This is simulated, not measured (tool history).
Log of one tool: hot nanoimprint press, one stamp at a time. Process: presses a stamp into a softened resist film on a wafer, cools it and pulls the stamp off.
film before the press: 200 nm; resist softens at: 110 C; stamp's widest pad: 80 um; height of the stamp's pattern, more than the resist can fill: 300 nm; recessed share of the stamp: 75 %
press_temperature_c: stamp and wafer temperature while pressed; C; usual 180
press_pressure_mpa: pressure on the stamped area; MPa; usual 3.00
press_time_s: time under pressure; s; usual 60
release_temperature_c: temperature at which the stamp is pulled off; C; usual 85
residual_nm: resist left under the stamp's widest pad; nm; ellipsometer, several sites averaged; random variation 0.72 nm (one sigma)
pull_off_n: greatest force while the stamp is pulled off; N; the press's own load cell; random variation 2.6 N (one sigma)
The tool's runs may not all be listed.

Run 1, day 0.000: usual settings. Result: residual_nm 106.4 nm, pull_off_n 122 N.
Run 2, day 0.392: usual settings but press_temperature_c 175 C. Result: residual_nm 121.6 nm, pull_off_n 117 N.
Run 3, day 0.804: usual settings. Result: residual_nm 104.7 nm, pull_off_n 125 N.
Run 4, day 1.425: usual settings. Result: residual_nm 106.1 nm, pull_off_n 124 N.
Run 5, day 2.017: usual settings. Result: residual_nm 104.6 nm, pull_off_n 125 N.
Run 6, day 2.721: usual settings. Result: residual_nm 105.1 nm, pull_off_n 123 N.
Run 7, day 3.483: usual settings. Result: residual_nm 105.0 nm, pull_off_n 121 N.
At day 3.983: stamp cleaned and given a new release coat.
Run 8, day 4.254: usual settings. Result: residual_nm 103.9 nm, pull_off_n 121 N.
Run 9, day 4.762: usual settings. Result: residual_nm 104.5 nm, pull_off_n 120 N.
Run 10, day 5.354: usual settings. Result: residual_nm 103.8 nm, pull_off_n 122 N.
Run 11, day 5.883: usual settings but release_temperature_c 78 C. Result: residual_nm 105.6 nm, pull_off_n 131 N.
Run 12, day 6.362: usual settings but release_temperature_c 78 C. Result: residual_nm 104.0 nm, pull_off_n 134 N.
Run 13, day 6.971: usual settings but release_temperature_c 78 C. Result: residual_nm 104.1 nm, pull_off_n 131 N.
Run 14, day 7.717: usual settings but release_temperature_c 78 C. Result: residual_nm 105.6 nm, pull_off_n 132 N.
Run 15, day 8.375: usual settings but release_temperature_c 78 C. Result: residual_nm 104.8 nm, pull_off_n 132 N.
Run 16, day 9.104: usual settings but release_temperature_c 78 C. Result: residual_nm 105.9 nm, pull_off_n 131 N.
Run 17, day 9.704: usual settings but press_temperature_c 178 C, release_temperature_c 71 C. Result: residual_nm 110.9 nm, pull_off_n 146 N.
Run 18, day 10.021: usual settings but press_temperature_c 184 C, press_pressure_mpa 4.04 MPa, press_time_s 39 s, release_temperature_c 76 C. Result: residual_nm 90.4 nm, pull_off_n 141 N.
Run 19, day 10.750: usual settings but press_temperature_c 184 C, press_pressure_mpa 2.97 MPa, press_time_s 87 s, release_temperature_c 91 C. Result: residual_nm 83.5 nm, pull_off_n 111 N.
Run 20, day 11.104: usual settings but press_temperature_c 184 C, press_pressure_mpa 2.97 MPa, press_time_s 87 s, release_temperature_c 91 C. Result: residual_nm 82.8 nm, pull_off_n 111 N.
Run 21, day 11.442: usual settings but press_temperature_c 173 C, press_pressure_mpa 2.97 MPa, press_time_s 87 s, release_temperature_c 91 C. Result: residual_nm 114.8 nm, pull_off_n 111 N.
Run 22, day 11.921: usual settings but press_temperature_c 173 C, press_pressure_mpa 2.97 MPa, press_time_s 87 s, release_temperature_c 91 C. Result: residual_nm 115.5 nm, pull_off_n 112 N.
Run 23, day 12.488: usual settings but press_temperature_c 173 C, press_pressure_mpa 4.15 MPa, press_time_s 30 s, release_temperature_c 91 C. Result: residual_nm 129.4 nm, pull_off_n 108 N.
Run 24, day 12.883: usual settings but press_temperature_c 181 C, press_pressure_mpa 2.43 MPa, press_time_s 30 s, release_temperature_c 91 C. Result: residual_nm 136.7 nm, pull_off_n 115 N.
Run 25, day 13.279: usual settings but press_temperature_c 182 C, press_pressure_mpa 2.46 MPa, press_time_s 68 s, release_temperature_c 72 C. Result: residual_nm 108.2 nm, pull_off_n 141 N.
Run 26, day 13.625: usual settings but press_temperature_c 182 C, press_pressure_mpa 2.46 MPa, press_time_s 68 s, release_temperature_c 90 C. Result: residual_nm 105.3 nm, pull_off_n 113 N.
Run 27, day 14.279: usual settings but press_temperature_c 177 C, press_pressure_mpa 3.68 MPa, press_time_s 68 s, release_temperature_c 90 C. Result: residual_nm 97.6 nm, pull_off_n 111 N.

Forecast each of these 3 alternatives for the next run:
Run A, day 14.788: usual settings but press_temperature_c 177 C, press_pressure_mpa 2.63 MPa, press_time_s 31 s, release_temperature_c 90 C. Result: residual_nm ?, pull_off_n ?.
Run B, day 14.788: usual settings but press_temperature_c 177 C, press_pressure_mpa 3.68 MPa, press_time_s 68 s, release_temperature_c 80 C. Result: residual_nm ?, pull_off_n ?.
Run C, day 14.788: usual settings but press_temperature_c 177 C, press_pressure_mpa 1.89 MPa, press_time_s 68 s, release_temperature_c 90 C. Result: residual_nm ?, pull_off_n ?.

run  residual_nm  pull_off_n
  A        143.2         112
  B         98.6         127
  C        137.3         117
Without the tool's hidden state the same runs would have given:
run  residual_nm  pull_off_n
  A        143.1         111
  B         98.5         126
  C        137.2         117
